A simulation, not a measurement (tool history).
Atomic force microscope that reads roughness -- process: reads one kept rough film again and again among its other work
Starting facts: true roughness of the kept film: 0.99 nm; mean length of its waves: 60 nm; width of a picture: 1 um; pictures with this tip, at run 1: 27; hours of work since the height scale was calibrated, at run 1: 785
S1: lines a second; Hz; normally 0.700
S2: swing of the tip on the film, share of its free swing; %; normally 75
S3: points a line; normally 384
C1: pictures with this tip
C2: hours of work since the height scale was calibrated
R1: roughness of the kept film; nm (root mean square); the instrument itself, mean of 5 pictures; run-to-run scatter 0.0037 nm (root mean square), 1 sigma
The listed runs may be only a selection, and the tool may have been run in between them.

run,hour,S1,S2,S3,C1,C2,R1
1,0.0,0.700,75,384,27,785,0.961
2,30.7,0.700,75,384,67,806,0.954
3,80.5,0.700,75,384,132,839,0.951
4,106.1,0.700,75,857,166,857,0.953
5,132.7,0.700,75,857,201,875,0.946
# hour 153.3: new tip fitted
6,190.2,0.700,75,857,48,913,0.967
7,222.0,0.700,75,857,90,934,0.962
8,276.5,0.700,75,857,162,971,0.948
9,317.0,0.700,75,384,215,998,0.950
# hour 325.1: new tip fitted
10,349.5,0.700,75,384,32,1020,0.963
11,402.0,0.700,75,384,101,1055,0.958
12,427.7,0.700,75,384,135,1072,0.954
13,463.9,3.344,75,384,183,1096,0.868
# hour 496.5: new tip fitted
14,519.1,2.482,71,505,30,1133,0.928
15,571.7,2.482,71,505,99,1169,0.921
16,598.9,3.672,71,1000,135,1187,0.885
# hour 603.5: height scale calibrated on a step standard
17,627.1,3.672,71,1000,170,16,0.886
# hour 668.3: new tip fitted
18,684.2,0.925,62,384,21,54,0.979
19,712.9,1.459,56,384,59,73,0.969
# hour 729.8: height scale calibrated on a step standard, once more
20,757.5,0.575,75,256,116,19,0.946
21,802.5,1.178,62,384,175,49,0.948
22,833.2,1.178,87,327,216,70,0.893
# hour 841.9: new tip fitted
23,881.4,1.178,87,405,52,102,0.912

3 options for the next run, each taken on its own from the tool as it stands now. Forecast them:
A,929.9,1.178,87,499,116,134,?
B,929.9,0.700,71,262,116,134,?
C,929.9,0.852,83,822,116,134,?

run,R1
A,0.903
B,0.943
C,0.928
Had the tool no hidden state, the same runs would have come out as:
run,R1
A,0.911
B,0.952
C,0.937

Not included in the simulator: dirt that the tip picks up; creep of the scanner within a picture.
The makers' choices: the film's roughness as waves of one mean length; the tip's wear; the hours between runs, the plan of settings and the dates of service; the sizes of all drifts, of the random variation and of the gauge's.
